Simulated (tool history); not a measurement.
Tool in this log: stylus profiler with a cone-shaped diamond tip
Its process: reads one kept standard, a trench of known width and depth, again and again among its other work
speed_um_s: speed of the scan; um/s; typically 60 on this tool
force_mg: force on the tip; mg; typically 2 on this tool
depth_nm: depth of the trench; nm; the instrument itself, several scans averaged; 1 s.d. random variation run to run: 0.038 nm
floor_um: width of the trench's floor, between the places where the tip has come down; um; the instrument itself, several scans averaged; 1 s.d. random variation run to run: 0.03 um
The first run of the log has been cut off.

run	hour	speed_um_s	force_mg	depth_nm	floor_um
2	8.9	60	0.73	503.18	46.6
3	17.5	60	0.73	503.07	46.57
4	34.2	60	5.16	511.4	46.84
5	42.2	60	5.7	512.1	46.85
6	56.5	88	5.7	512.14	46.79
7	64.3	88	5.7	512.15	46.74
8	76.9	60	2	506.06	46.7
9	91	108	2	506.12	46.37
10	100	60	2	506.11	46.72
11	116	60	2	506.08	46.62
12	130.7	60	2	506.13	46.63
13	145.7	58	2	506.1	46.68
14	153	58	2	506.17	46.63
15	162.8	60	4.4	510.33	46.74
16	177.4	60	2	506.16	46.65
17	185.7	60	2	506.2	46.64
18	195.8	60	2	506.21	46.57
19	202.9	60	2	506.18	46.61
20	217.7	183	2.14	506.52	46.06
21	230.8	110	0.96	503.9	46.14
22	241.3	18	2.29	506.67	46.73
23	251.2	69	3.62	509.18	46.58
24	265.5	69	3.62	509.1	46.57
25	275.1	171	3.62	509.19	46.3
26	292.3	171	2.32	506.83	46.08

Run 27 has not been measured yet. What should we expect?
27	308.1	171	2.32	?	?

Run 27 came out at depth_nm 506.89 nm, floor_um 46.05 um.
Take away the tool's hidden state, keep the run-to-run variation as it was, and the same run would have given depth_nm 506.62 nm, floor_um 46.62 um.
